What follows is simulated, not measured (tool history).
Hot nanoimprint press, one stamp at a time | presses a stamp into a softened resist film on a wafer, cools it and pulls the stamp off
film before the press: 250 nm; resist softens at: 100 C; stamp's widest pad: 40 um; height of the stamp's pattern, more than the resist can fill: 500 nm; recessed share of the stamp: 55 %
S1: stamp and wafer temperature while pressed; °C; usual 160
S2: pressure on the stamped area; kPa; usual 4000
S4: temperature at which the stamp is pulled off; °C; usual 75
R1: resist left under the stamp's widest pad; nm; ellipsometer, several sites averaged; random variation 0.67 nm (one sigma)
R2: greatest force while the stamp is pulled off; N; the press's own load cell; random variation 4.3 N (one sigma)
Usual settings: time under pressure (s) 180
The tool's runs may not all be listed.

run 1 hour=0 | S1=160 S2=4000 time_under_pressure_(s)=180 S4=75 | R1=130.7 R2=251
run 2 hour=7.4 | S1=160 S2=4000 time_under_pressure_(s)=180 S4=75 | R1=130.5 R2=247
run 3 hour=21.9 | S1=160 S2=4000 time_under_pressure_(s)=180 S4=75 | R1=131.8 R2=258
run 4 hour=37.4 | S1=160 S2=4000 time_under_pressure_(s)=180 S4=75 | R1=131.1 R2=266
run 5 hour=48.6 | S1=160 S2=4000 time_under_pressure_(s)=180 S4=75 | R1=131.5 R2=269
run 6 hour=55.7 | S1=160 S2=5810 time_under_pressure_(s)=180 S4=75 | R1=113.2 R2=281
run 7 hour=65.3 | S1=160 S2=5810 time_under_pressure_(s)=180 S4=75 | R1=112.1 R2=269
run 8 hour=72.6 | S1=160 S2=5810 time_under_pressure_(s)=180 S4=75 | R1=113.1 R2=286
run 9 hour=84.3 | S1=160 S2=5810 time_under_pressure_(s)=180 S4=75 | R1=112.7 R2=273
-- hour=96.9 stamp cleaned and given a new release coat
run 10 hour=104.3 | S1=160 S2=5810 time_under_pressure_(s)=180 S4=75 | R1=111.3 R2=216
run 11 hour=118.1 | S1=160 S2=4000 time_under_pressure_(s)=180 S4=75 | R1=130.8 R2=216
-- hour=122 plate thermocouple calibrated
run 12 hour=128.8 | S1=160 S2=4000 time_under_pressure_(s)=180 S4=75 | R1=132.8 R2=228
run 13 hour=139.4 | S1=160 S2=4000 time_under_pressure_(s)=180 S4=71 | R1=132.5 R2=231
run 14 hour=145.8 | S1=160 S2=4000 time_under_pressure_(s)=180 S4=71 | R1=134.9 R2=250
run 15 hour=156.7 | S1=160 S2=4000 time_under_pressure_(s)=180 S4=71 | R1=132.7 R2=243

Run 16 comes next. What will it give?
run 16 hour=164.4 | S1=160 S2=4000 time_under_pressure_(s)=180 S4=71 | R1=? R2=?

Run 16 gave R1 132.9 nm, R2 253 N.
Without the tool's hidden state the same run would have given R1 128.3 nm, R2 228 N.

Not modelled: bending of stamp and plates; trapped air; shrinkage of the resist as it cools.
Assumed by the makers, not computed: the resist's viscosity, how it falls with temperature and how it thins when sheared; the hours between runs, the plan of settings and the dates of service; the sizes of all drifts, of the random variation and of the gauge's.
